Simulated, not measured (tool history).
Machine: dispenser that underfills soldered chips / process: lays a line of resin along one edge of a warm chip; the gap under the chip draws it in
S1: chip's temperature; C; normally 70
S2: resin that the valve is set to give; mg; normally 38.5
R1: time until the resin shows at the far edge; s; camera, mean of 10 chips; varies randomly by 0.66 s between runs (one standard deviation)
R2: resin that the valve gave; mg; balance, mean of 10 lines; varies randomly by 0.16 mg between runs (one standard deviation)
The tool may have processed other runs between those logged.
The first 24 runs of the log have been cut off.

| run | hour | S1 | S2 | R1 | R2 |
|---|---|---|---|---|---|
|  | 97.7 | new syringe of resin |
| 25 | 99.0 | 79 | 41.3 | 45.2 | 41.20 |
| 26 | 103.0 | 79 | 41.3 | 55.4 | 41.04 |
| 27 | 107.5 | 79 | 41.3 | 71.4 | 41.28 |
| 28 | 110.1 | 79 | 41.3 | 80.5 | 40.59 |
|  | 114.2 | new syringe of resin |
| 29 | 115.3 | 67 | 36.3 | 68.5 | 35.82 |
| 30 | 119.2 | 67 | 36.3 | 82.8 | 35.86 |
| 31 | 123.5 | 77 | 33.9 | 79.4 | 33.32 |
| 32 | 129.3 | 72 | 35.5 | 122.6 | 34.74 |
|  | 130.7 | new syringe of resin |
| 33 | 134.9 | 72 | 35.5 | 67.9 | 34.78 |
| 34 | 139.5 | 77 | 35.2 | 73.7 | 34.19 |
| 35 | 143.5 | 61 | 42.6 | 151.5 | 41.36 |
|  | 147.0 | new syringe of resin |
| 36 | 147.4 | 62 | 36.2 | 79.1 | 35.07 |

3 ways to go on from here, each from the tool as it stands after run 36. What would each give?
| A | 152.8 | 72 | 44.9 | ? | ? |
| B | 152.8 | 58 | 43.2 | ? | ? |
| C | 152.8 | 57 | 43.9 | ? | ? |

| run | R1 | R2 |
|---|---|---|
| A | 73.3 | 43.37 |
| B | 114.7 | 41.59 |
| C | 122.1 | 42.14 |
Stripped of hidden state, with their random variation kept, the same runs would have yielded:
| run | R1 | R2 |
|---|---|---|
| A | 54.6 | 45.05 |
| B | 85.6 | 43.21 |
| C | 91.3 | 43.78 |

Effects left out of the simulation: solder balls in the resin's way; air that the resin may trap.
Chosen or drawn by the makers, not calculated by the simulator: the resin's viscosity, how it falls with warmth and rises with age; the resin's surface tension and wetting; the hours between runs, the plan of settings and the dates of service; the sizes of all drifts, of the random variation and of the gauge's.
